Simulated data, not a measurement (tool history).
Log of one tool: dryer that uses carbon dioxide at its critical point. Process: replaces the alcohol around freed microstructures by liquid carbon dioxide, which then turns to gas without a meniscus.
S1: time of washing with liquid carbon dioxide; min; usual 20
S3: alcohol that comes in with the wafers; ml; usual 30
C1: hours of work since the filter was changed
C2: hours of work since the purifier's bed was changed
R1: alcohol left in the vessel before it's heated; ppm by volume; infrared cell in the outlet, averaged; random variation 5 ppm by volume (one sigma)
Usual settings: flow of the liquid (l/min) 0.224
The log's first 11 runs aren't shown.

{"run": 12, "day": 4.862, "S1": 20, "flow of the liquid (l/min)": 0.224, "S3": 30, "C1": 85, "C2": 418, "R1": 132}
{"run": 13, "day": 5.358, "S1": 20, "flow of the liquid (l/min)": 0.224, "S3": 30, "C1": 94, "C2": 427, "R1": 129}
{"run": 14, "day": 5.717, "S1": 20, "flow of the liquid (l/min)": 0.224, "S3": 30, "C1": 100, "C2": 433, "R1": 139}
{"run": 15, "day": 6.288, "S1": 20, "flow of the liquid (l/min)": 0.224, "S3": 30, "C1": 110, "C2": 443, "R1": 143}
{"run": 16, "day": 6.592, "S1": 20, "flow of the liquid (l/min)": 0.224, "S3": 30, "C1": 115, "C2": 448, "R1": 157}
{"run": 17, "day": 7.221, "S1": 20, "flow of the liquid (l/min)": 0.224, "S3": 30, "C1": 126, "C2": 459, "R1": 156}
{"run": 18, "day": 7.575, "S1": 19, "flow of the liquid (l/min)": 0.224, "S3": 30, "C1": 132, "C2": 466, "R1": 190}
{"run": 19, "day": 8.067, "S1": 19, "flow of the liquid (l/min)": 0.224, "S3": 30, "C1": 141, "C2": 474, "R1": 196}
{"run": 20, "day": 8.396, "S1": 20, "flow of the liquid (l/min)": 0.224, "S3": 30, "C1": 147, "C2": 480, "R1": 174}
{"run": 21, "day": 8.817, "S1": 13, "flow of the liquid (l/min)": 0.225, "S3": 77, "C1": 154, "C2": 487, "R1": 2249}
{"run": 22, "day": 9.45, "S1": 17, "flow of the liquid (l/min)": 0.185, "S3": 45, "C1": 165, "C2": 498, "R1": 1014}
{"run": 23, "day": 9.738, "S1": 17, "flow of the liquid (l/min)": 0.162, "S3": 84, "C1": 170, "C2": 503, "R1": 3177}
{"run": 24, "day": 10.192, "S1": 17, "flow of the liquid (l/min)": 0.162, "S3": 84, "C1": 178, "C2": 511, "R1": 3174}
{"run": 25, "day": 10.679, "S1": 22, "flow of the liquid (l/min)": 0.378, "S3": 30, "C1": 187, "C2": 520, "R1": 85}
{"day": 11.179, "done": "inlet filter changed"}
{"run": 26, "day": 11.333, "S1": 18, "flow of the liquid (l/min)": 0.224, "S3": 30, "C1": 3, "C2": 531, "R1": 181}
{"run": 27, "day": 11.683, "S1": 18, "flow of the liquid (l/min)": 0.224, "S3": 30, "C1": 9, "C2": 537, "R1": 181}
{"run": 28, "day": 12.362, "S1": 17, "flow of the liquid (l/min)": 0.224, "S3": 67, "C1": 21, "C2": 549, "R1": 396}
{"run": 29, "day": 12.688, "S1": 21, "flow of the liquid (l/min)": 0.22, "S3": 36, "C1": 26, "C2": 554, "R1": 134}
{"run": 30, "day": 13.175, "S1": 21, "flow of the liquid (l/min)": 0.22, "S3": 36, "C1": 35, "C2": 563, "R1": 150}
{"run": 31, "day": 13.617, "S1": 15, "flow of the liquid (l/min)": 0.161, "S3": 32, "C1": 43, "C2": 570, "R1": 1498}
{"run": 32, "day": 14.308, "S1": 15, "flow of the liquid (l/min)": 0.161, "S3": 32, "C1": 55, "C2": 583, "R1": 1518}
{"run": 33, "day": 14.767, "S1": 14, "flow of the liquid (l/min)": 0.235, "S3": 30, "C1": 63, "C2": 591, "R1": 475}
{"run": 34, "day": 15.146, "S1": 14, "flow of the liquid (l/min)": 0.235, "S3": 30, "C1": 69, "C2": 597, "R1": 478}
{"run": 35, "day": 15.804, "S1": 13, "flow of the liquid (l/min)": 0.195, "S3": 61, "C1": 81, "C2": 609, "R1": 2560}
{"run": 36, "day": 16.192, "S1": 13, "flow of the liquid (l/min)": 0.317, "S3": 72, "C1": 88, "C2": 615, "R1": 381}

Run 37 comes next. What will it give?
{"run": 37, "day": 16.5, "S1": 13, "flow of the liquid (l/min)": 0.317, "S3": 72, "C1": 93, "C2": 621, "R1": "?"}

{"run 37": {"R1": 392}}
Without the tool's hidden state the same run would have given R1 183 ppm by volume.

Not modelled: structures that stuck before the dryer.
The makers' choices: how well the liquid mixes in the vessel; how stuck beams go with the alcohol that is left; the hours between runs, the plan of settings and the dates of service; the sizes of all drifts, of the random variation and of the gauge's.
